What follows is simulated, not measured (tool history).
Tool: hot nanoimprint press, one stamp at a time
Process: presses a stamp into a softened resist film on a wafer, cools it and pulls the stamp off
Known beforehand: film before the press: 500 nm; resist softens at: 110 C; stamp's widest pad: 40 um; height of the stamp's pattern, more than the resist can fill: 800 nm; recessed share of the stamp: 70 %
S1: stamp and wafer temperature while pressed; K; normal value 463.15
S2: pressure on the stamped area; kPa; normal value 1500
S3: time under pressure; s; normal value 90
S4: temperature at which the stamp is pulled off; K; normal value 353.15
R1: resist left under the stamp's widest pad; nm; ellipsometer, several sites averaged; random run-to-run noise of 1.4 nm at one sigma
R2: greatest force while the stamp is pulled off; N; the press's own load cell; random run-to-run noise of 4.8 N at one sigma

run 1 hour=0.0 | S1=463.15 S2=1500 S3=90 S4=353.15 | R1=272.4 R2=237
run 2 hour=4.7 | S1=463.15 S2=1110 S3=90 S4=353.15 | R1=313.3 R2=239
run 3 hour=12.0 | S1=463.15 S2=1500 S3=134 S4=353.15 | R1=239.0 R2=231
run 4 hour=20.1 | S1=463.15 S2=1500 S3=134 S4=353.15 | R1=242.0 R2=241
run 5 hour=24.3 | S1=463.15 S2=1500 S3=90 S4=353.15 | R1=272.8 R2=245
run 6 hour=33.1 | S1=463.15 S2=1500 S3=90 S4=353.15 | R1=273.0 R2=224
run 7 hour=41.1 | S1=463.15 S2=1500 S3=90 S4=353.15 | R1=271.9 R2=229
run 8 hour=45.5 | S1=463.15 S2=1500 S3=90 S4=353.15 | R1=274.5 R2=236
run 9 hour=51.2 | S1=470.15 S2=1500 S3=90 S4=347.15 | R1=231.9 R2=285
run 10 hour=56.7 | S1=470.15 S2=1500 S3=90 S4=347.15 | R1=232.6 R2=275
run 11 hour=61.6 | S1=461.15 S2=1500 S3=90 S4=342.15 | R1=286.3 R2=307
run 12 hour=68.8 | S1=463.15 S2=1500 S3=122 S4=342.15 | R1=251.8 R2=312
run 13 hour=74.3 | S1=463.15 S2=1290 S3=122 S4=355.15 | R1=267.6 R2=218

Predict the results of run 14:
run 14 hour=78.6 | S1=461.15 S2=940 S3=153 S4=341.15 | R1=? R2=?

{"run 14": {"R1": 304.1, "R2": 325}}
Without the tool's hidden state the same run would have given R1 301.5 nm, R2 325 N.
